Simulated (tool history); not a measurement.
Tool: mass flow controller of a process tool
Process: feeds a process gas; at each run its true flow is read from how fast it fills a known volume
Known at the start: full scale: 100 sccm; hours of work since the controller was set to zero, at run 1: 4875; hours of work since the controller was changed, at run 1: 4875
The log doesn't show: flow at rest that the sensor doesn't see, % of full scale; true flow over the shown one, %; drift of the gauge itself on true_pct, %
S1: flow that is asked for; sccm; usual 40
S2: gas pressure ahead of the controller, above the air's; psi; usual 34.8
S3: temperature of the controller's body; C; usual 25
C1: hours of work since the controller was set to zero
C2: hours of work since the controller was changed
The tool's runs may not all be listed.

{"run": 1, "day": 0.0, "S1": 40, "S2": 34.8, "S3": 25, "C1": 4875, "C2": 4875, "true flow (%)": 95.95}
{"run": 2, "day": 7.017, "S1": 40, "S2": 34.8, "S3": 22, "C1": 4982, "C2": 4982, "true flow (%)": 96.19}
{"run": 3, "day": 10.871, "S1": 40, "S2": 34.8, "S3": 22, "C1": 5040, "C2": 5040, "true flow (%)": 96}
{"run": 4, "day": 14.854, "S1": 40, "S2": 34.8, "S3": 22, "C1": 5101, "C2": 5101, "true flow (%)": 96.04}
{"run": 5, "day": 21.733, "S1": 40, "S2": 34.8, "S3": 22, "C1": 5206, "C2": 5206, "true flow (%)": 96.07}
{"run": 6, "day": 28.454, "S1": 40, "S2": 34.8, "S3": 25, "C1": 5308, "C2": 5308, "true flow (%)": 95.58}
{"run": 7, "day": 31.6, "S1": 40, "S2": 39.5, "S3": 25, "C1": 5356, "C2": 5356, "true flow (%)": 95.69}
{"run": 8, "day": 38.629, "S1": 40, "S2": 34.8, "S3": 25, "C1": 5462, "C2": 5462, "true flow (%)": 95.55}
{"run": 9, "day": 41.879, "S1": 40, "S2": 34.8, "S3": 25, "C1": 5512, "C2": 5512, "true flow (%)": 95.45}
{"run": 10, "day": 46.229, "S1": 40, "S2": 34.8, "S3": 25, "C1": 5578, "C2": 5578, "true flow (%)": 95.32}
{"run": 11, "day": 52.433, "S1": 40, "S2": 34.8, "S3": 22, "C1": 5672, "C2": 5672, "true flow (%)": 95.62}
{"run": 12, "day": 56.196, "S1": 40, "S2": 34.8, "S3": 22, "C1": 5730, "C2": 5730, "true flow (%)": 95.55}
{"day": 63.667, "done": "controller exchanged for a calibrated one"}
{"run": 13, "day": 63.667, "S1": 61, "S2": 34.8, "S3": 25, "C1": 0, "C2": 0, "true flow (%)": 99.87}
{"run": 14, "day": 68.075, "S1": 61, "S2": 34.8, "S3": 25, "C1": 67, "C2": 67, "true flow (%)": 99.83}
{"run": 15, "day": 74.629, "S1": 40, "S2": 34.8, "S3": 25, "C1": 167, "C2": 167, "true flow (%)": 99.46}
{"run": 16, "day": 79.517, "S1": 40, "S2": 34.8, "S3": 25, "C1": 241, "C2": 241, "true flow (%)": 99.45}
{"run": 17, "day": 86.475, "S1": 40, "S2": 34.8, "S3": 25, "C1": 347, "C2": 347, "true flow (%)": 99.36}
{"run": 18, "day": 90.221, "S1": 40, "S2": 34.8, "S3": 25, "C1": 404, "C2": 404, "true flow (%)": 99.29}
{"run": 19, "day": 96.25, "S1": 40, "S2": 34.8, "S3": 25, "C1": 496, "C2": 496, "true flow (%)": 99.32}
{"run": 20, "day": 100.717, "S1": 40, "S2": 34.8, "S3": 25, "C1": 563, "C2": 563, "true flow (%)": 99.29}
{"run": 21, "day": 108.092, "S1": 40, "S2": 34.8, "S3": 25, "C1": 676, "C2": 676, "true flow (%)": 99.21}
{"run": 22, "day": 112.892, "S1": 40, "S2": 34.8, "S3": 25, "C1": 749, "C2": 749, "true flow (%)": 98.96}
{"run": 23, "day": 116.204, "S1": 40, "S2": 34.8, "S3": 25, "C1": 799, "C2": 799, "true flow (%)": 98.96}
{"run": 24, "day": 119.671, "S1": 30, "S2": 34.8, "S3": 25, "C1": 852, "C2": 852, "true flow (%)": 98.87}
{"run": 25, "day": 125.121, "S1": 73, "S2": 34.8, "S3": 22, "C1": 935, "C2": 935, "true flow (%)": 99.75}
{"run": 26, "day": 131.675, "S1": 73, "S2": 34.8, "S3": 22, "C1": 1034, "C2": 1034, "true flow (%)": 99.72}
{"run": 27, "day": 138.242, "S1": 73, "S2": 34.8, "S3": 22, "C1": 1134, "C2": 1134, "true flow (%)": 99.39}
{"run": 28, "day": 145.471, "S1": 73, "S2": 34.8, "S3": 22, "C1": 1244, "C2": 1244, "true flow (%)": 99.43}
{"run": 29, "day": 149.796, "S1": 18, "S2": 34.8, "S3": 28, "C1": 1310, "C2": 1310, "true flow (%)": 97.46}
{"run": 30, "day": 153.404, "S1": 18, "S2": 30.3, "S3": 25, "C1": 1365, "C2": 1365, "true flow (%)": 97.58}
{"run": 31, "day": 158.817, "S1": 40, "S2": 25.5, "S3": 29, "C1": 1447, "C2": 1447, "true flow (%)": 97.74}
{"run": 32, "day": 162.525, "S1": 36, "S2": 34.8, "S3": 36, "C1": 1503, "C2": 1503, "true flow (%)": 97.11}
{"run": 33, "day": 166.979, "S1": 36, "S2": 34.8, "S3": 36, "C1": 1571, "C2": 1571, "true flow (%)": 97.01}
{"run": 34, "day": 173.242, "S1": 36, "S2": 34.8, "S3": 36, "C1": 1666, "C2": 1666, "true flow (%)": 97.05}
{"run": 35, "day": 176.65, "S1": 72, "S2": 30.6, "S3": 40, "C1": 1718, "C2": 1718, "true flow (%)": 96.99}
{"run": 36, "day": 183.638, "S1": 12, "S2": 27.4, "S3": 22, "C1": 1825, "C2": 1825, "true flow (%)": 96.59}
{"run": 37, "day": 187.9, "S1": 44, "S2": 34.7, "S3": 28, "C1": 1889, "C2": 1889, "true flow (%)": 97.91}
{"run": 38, "day": 192.288, "S1": 21, "S2": 28, "S3": 28, "C1": 1956, "C2": 1956, "true flow (%)": 96.82}
{"run": 39, "day": 197.096, "S1": 21, "S2": 28, "S3": 28, "C1": 2029, "C2": 2029, "true flow (%)": 96.82}
{"run": 40, "day": 202.892, "S1": 21, "S2": 28, "S3": 32, "C1": 2117, "C2": 2117, "true flow (%)": 96.19}
{"run": 41, "day": 208.433, "S1": 40, "S2": 27.6, "S3": 35, "C1": 2202, "C2": 2202, "true flow (%)": 96.53}
{"run": 42, "day": 212.583, "S1": 11, "S2": 27.7, "S3": 37, "C1": 2265, "C2": 2265, "true flow (%)": 94.14}
{"run": 43, "day": 216.3, "S1": 11, "S2": 27.7, "S3": 37, "C1": 2321, "C2": 2321, "true flow (%)": 93.96}
{"run": 44, "day": 223.417, "S1": 11, "S2": 27.7, "S3": 37, "C1": 2430, "C2": 2430, "true flow (%)": 93.87}
{"run": 45, "day": 227.679, "S1": 50, "S2": 34.8, "S3": 25, "C1": 2494, "C2": 2494, "true flow (%)": 97.98}
{"run": 46, "day": 231.483, "S1": 15, "S2": 34.8, "S3": 25, "C1": 2552, "C2": 2552, "true flow (%)": 96.01}
{"run": 47, "day": 236.183, "S1": 27, "S2": 29.6, "S3": 25, "C1": 2624, "C2": 2624, "true flow (%)": 96.89}

Measured less the same run without the tool's hidden state. The same run-to-run variation is in both; the gauge's scatter may not be:
run=1 true_flow_(%)=-3.82
run=2 true_flow_(%)=-3.92
run=3 true_flow_(%)=-3.97
run=4 true_flow_(%)=-4.02
run=5 true_flow_(%)=-4.1
run=6 true_flow_(%)=-4.19
run=7 true_flow_(%)=-4.23
run=8 true_flow_(%)=-4.33
run=9 true_flow_(%)=-4.36
run=10 true_flow_(%)=-4.42
run=11 true_flow_(%)=-4.5
run=12 true_flow_(%)=-4.56
run=13 true_flow_(%)=-0.03
run=14 true_flow_(%)=-0.08
run=15 true_flow_(%)=-0.22
run=16 true_flow_(%)=-0.27
run=17 true_flow_(%)=-0.36
run=18 true_flow_(%)=-0.41
run=19 true_flow_(%)=-0.49
run=20 true_flow_(%)=-0.53
run=21 true_flow_(%)=-0.63
run=22 true_flow_(%)=-0.69
run=23 true_flow_(%)=-0.73
run=24 true_flow_(%)=-0.9
run=25 true_flow_(%)=-0.65
run=26 true_flow_(%)=-0.73
run=27 true_flow_(%)=-0.8
run=28 true_flow_(%)=-0.87
run=29 true_flow_(%)=-1.78
run=30 true_flow_(%)=-1.85
run=31 true_flow_(%)=-1.26
run=32 true_flow_(%)=-1.37
run=33 true_flow_(%)=-1.44
run=34 true_flow_(%)=-1.52
run=35 true_flow_(%)=-1.21
run=36 true_flow_(%)=-3.12
run=37 true_flow_(%)=-1.57
run=38 true_flow_(%)=-2.32
run=39 true_flow_(%)=-2.39
run=40 true_flow_(%)=-2.49
run=41 true_flow_(%)=-1.88
run=42 true_flow_(%)=-4.02
run=43 true_flow_(%)=-4.11
run=44 true_flow_(%)=-4.27
run=45 true_flow_(%)=-1.96
run=46 true_flow_(%)=-3.63
run=47 true_flow_(%)=-2.66
